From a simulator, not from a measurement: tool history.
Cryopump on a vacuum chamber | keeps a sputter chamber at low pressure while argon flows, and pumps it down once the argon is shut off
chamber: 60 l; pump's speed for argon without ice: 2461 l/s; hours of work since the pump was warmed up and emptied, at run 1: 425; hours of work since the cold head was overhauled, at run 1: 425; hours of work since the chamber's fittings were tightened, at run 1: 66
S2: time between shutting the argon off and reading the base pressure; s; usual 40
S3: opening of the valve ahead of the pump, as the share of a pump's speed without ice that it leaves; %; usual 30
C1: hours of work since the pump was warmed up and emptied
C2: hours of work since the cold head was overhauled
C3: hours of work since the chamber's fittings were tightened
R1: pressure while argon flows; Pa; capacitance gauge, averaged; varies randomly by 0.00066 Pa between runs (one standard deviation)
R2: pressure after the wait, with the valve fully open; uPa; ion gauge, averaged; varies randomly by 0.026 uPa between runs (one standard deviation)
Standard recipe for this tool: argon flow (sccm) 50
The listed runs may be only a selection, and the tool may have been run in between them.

{"run": 1, "hour": 0.0, "argon flow (sccm)": 50, "S2": 40, "S3": 30, "C1": 425, "C2": 425, "C3": 66, "R1": 0.1206, "R2": 1.19}
{"run": 2, "hour": 24.2, "argon flow (sccm)": 26, "S2": 40, "S3": 30, "C1": 436, "C2": 436, "C3": 77, "R1": 0.0632, "R2": 1.19}
{"run": 3, "hour": 40.1, "argon flow (sccm)": 26, "S2": 40, "S3": 30, "C1": 443, "C2": 443, "C3": 84, "R1": 0.0636, "R2": 1.28}
{"run": 4, "hour": 64.2, "argon flow (sccm)": 26, "S2": 40, "S3": 30, "C1": 455, "C2": 455, "C3": 96, "R1": 0.0635, "R2": 1.25}
{"run": 5, "hour": 76.5, "argon flow (sccm)": 26, "S2": 40, "S3": 30, "C1": 460, "C2": 460, "C3": 101, "R1": 0.0631, "R2": 1.24}
{"run": 6, "hour": 94.8, "argon flow (sccm)": 26, "S2": 40, "S3": 30, "C1": 469, "C2": 469, "C3": 110, "R1": 0.0624, "R2": 1.3}
{"run": 7, "hour": 106.4, "argon flow (sccm)": 26, "S2": 40, "S3": 30, "C1": 474, "C2": 474, "C3": 115, "R1": 0.0635, "R2": 1.2}
{"run": 8, "hour": 127.5, "argon flow (sccm)": 26, "S2": 40, "S3": 30, "C1": 484, "C2": 484, "C3": 125, "R1": 0.0637, "R2": 1.24}
{"run": 9, "hour": 151.3, "argon flow (sccm)": 26, "S2": 40, "S3": 30, "C1": 495, "C2": 495, "C3": 136, "R1": 0.0636, "R2": 1.23}
{"run": 10, "hour": 170.2, "argon flow (sccm)": 50, "S2": 69, "S3": 30, "C1": 504, "C2": 504, "C3": 144, "R1": 0.1222, "R2": 0.84}
{"run": 11, "hour": 193.1, "argon flow (sccm)": 50, "S2": 69, "S3": 30, "C1": 514, "C2": 514, "C3": 155, "R1": 0.1236, "R2": 0.84}
{"run": 12, "hour": 203.3, "argon flow (sccm)": 50, "S2": 69, "S3": 30, "C1": 519, "C2": 519, "C3": 160, "R1": 0.1234, "R2": 0.83}
{"hour": 216.1, "done": "pump warmed up, emptied and cooled again"}
{"run": 13, "hour": 221.2, "argon flow (sccm)": 50, "S2": 69, "S3": 30, "C1": 2, "C2": 525, "C3": 166, "R1": 0.1154, "R2": 0.81}
{"run": 14, "hour": 238.9, "argon flow (sccm)": 50, "S2": 69, "S3": 30, "C1": 11, "C2": 533, "C3": 174, "R1": 0.115, "R2": 0.8}
{"run": 15, "hour": 253.7, "argon flow (sccm)": 50, "S2": 69, "S3": 30, "C1": 17, "C2": 540, "C3": 181, "R1": 0.116, "R2": 0.8}
{"run": 16, "hour": 269.3, "argon flow (sccm)": 50, "S2": 40, "S3": 30, "C1": 25, "C2": 547, "C3": 188, "R1": 0.115, "R2": 1.27}
{"run": 17, "hour": 279.7, "argon flow (sccm)": 50, "S2": 40, "S3": 30, "C1": 29, "C2": 552, "C3": 193, "R1": 0.1158, "R2": 1.23}

Forecast run 18:
{"run": 18, "hour": 296.6, "argon flow (sccm)": 27, "S2": 40, "S3": 30, "C1": 37, "C2": 560, "C3": 201, "R1": "?", "R2": "?"}

{"run 18": {"R1": 0.0621, "R2": 1.24}}
Had the tool carried no hidden state, the very same run would have given R1 0.0616 Pa, R2 1.14 uPa.

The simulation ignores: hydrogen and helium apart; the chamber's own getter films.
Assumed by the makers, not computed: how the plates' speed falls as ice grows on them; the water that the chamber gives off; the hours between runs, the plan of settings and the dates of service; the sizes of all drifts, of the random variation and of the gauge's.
